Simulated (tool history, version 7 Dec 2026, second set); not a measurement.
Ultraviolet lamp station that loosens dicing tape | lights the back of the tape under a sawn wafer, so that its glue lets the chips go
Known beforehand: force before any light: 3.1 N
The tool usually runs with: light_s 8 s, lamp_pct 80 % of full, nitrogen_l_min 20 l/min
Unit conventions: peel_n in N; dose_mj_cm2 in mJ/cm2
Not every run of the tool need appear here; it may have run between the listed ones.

| run | day | light_s | lamp_pct | nitrogen_l_min | peel_n | dose_mj_cm2 |
|---|---|---|---|---|---|---|
| 1 | 0 | 8 | 80 | 20 | 0.599 | 392 |
| 2 | 1.538 | 5 | 80 | 20 | 1.011 | 241 |
| 3 | 2.75 | 5 | 80 | 20 | 1.048 | 238 |
| 4 | 3.717 | 11 | 80 | 20 | 0.397 | 517 |
| 5 | 4.375 | 7 | 80 | 20 | 0.742 | 326 |
| 6 | 5.258 | 15 | 80 | 20 | 0.276 | 689 |
| 7 | 6.562 | 8 | 80 | 13 | 0.782 | 361 |
| 8 | 7.371 | 8 | 80 | 13 | 0.776 | 359 |
| 9 | 8.75 | 8 | 80 | 20 | 0.677 | 353 |
| 10 | 10.025 | 8 | 80 | 20 | 0.678 | 348 |
| 11 | 10.833 | 8 | 73 | 20 | 0.782 | 313 |
|  | 12.212 | window cleaned of glue's vapour |
| 12 | 12.212 | 8 | 80 | 20 | 0.598 | 407 |
| 13 | 13.608 | 8 | 80 | 20 | 0.581 | 402 |
| 14 | 14.996 | 8 | 80 | 20 | 0.606 | 396 |
| 15 | 15.717 | 8 | 80 | 20 | 0.594 | 389 |
| 16 | 16.617 | 8 | 80 | 13 | 0.722 | 388 |
| 17 | 18.183 | 5 | 80 | 20 | 1.05 | 234 |
| 18 | 19.629 | 5 | 80 | 20 | 1.099 | 236 |
| 19 | 21.171 | 5 | 80 | 20 | 1.149 | 230 |
| 20 | 21.946 | 5 | 80 | 20 | 1.093 | 221 |
| 21 | 23.5 | 8 | 80 | 20 | 0.648 | 351 |
| 22 | 24.146 | 12 | 80 | 20 | 0.397 | 526 |
| 23 | 25.579 | 5 | 83 | 20 | 1.107 | 225 |
| 24 | 26.35 | 13 | 68 | 9 | 0.653 | 472 |
| 25 | 27.067 | 5 | 80 | 20 | 1.202 | 212 |
| 26 | 28.058 | 5 | 63 | 6 | 1.845 | 168 |
| 27 | 28.962 | 5 | 98 | 34 | 0.888 | 256 |
| 28 | 30.396 | 6 | 89 | 11 | 1.105 | 273 |
| 29 | 31.179 | 6 | 89 | 11 | 1.143 | 265 |
| 30 | 31.908 | 11 | 89 | 11 | 0.578 | 486 |
|  | 32.892 | window cleaned of glue's vapour |
| 31 | 32.892 | 11 | 89 | 11 | 0.449 | 565 |
| 32 | 33.604 | 13 | 81 | 9 | 0.454 | 604 |
| 33 | 34.688 | 8 | 71 | 20 | 0.755 | 322 |
| 34 | 35.758 | 11 | 80 | 17 | 0.458 | 496 |
| 35 | 36.754 | 11 | 70 | 15 | 0.577 | 428 |
| 36 | 37.967 | 11 | 80 | 18 | 0.478 | 477 |
| 37 | 39.546 | 8 | 65 | 13 | 1.045 | 281 |
| 38 | 41.058 | 8 | 80 | 34 | 0.618 | 338 |
| 39 | 42.217 | 8 | 80 | 34 | 0.617 | 333 |
| 40 | 43.55 | 5 | 80 | 6 | 1.61 | 204 |
| 41 | 44.667 | 15 | 76 | 20 | 0.361 | 572 |
| 42 | 45.871 | 9 | 93 | 35 | 0.45 | 411 |
| 43 | 47.183 | 8 | 66 | 6 | 1.397 | 257 |

Predict each of these 3 candidate next runs independently; none follows another, all start after run 43:
| A | 48.792 | 8 | 66 | 8 | ? | ? |
| B | 48.792 | 8 | 80 | 14 | ? | ? |
| C | 48.792 | 12 | 72 | 6 | ? | ? |

| run | peel_n | dose_mj_cm2 |
|---|---|---|
| A | 1.34 | 249 |
| B | 0.923 | 298 |
| C | 0.928 | 408 |
Had the tool no hidden state, the same runs would have come out as:
| run | peel_n | dose_mj_cm2 |
|---|---|---|
| A | 0.934 | 367 |
| B | 0.576 | 439 |
| C | 0.578 | 599 |
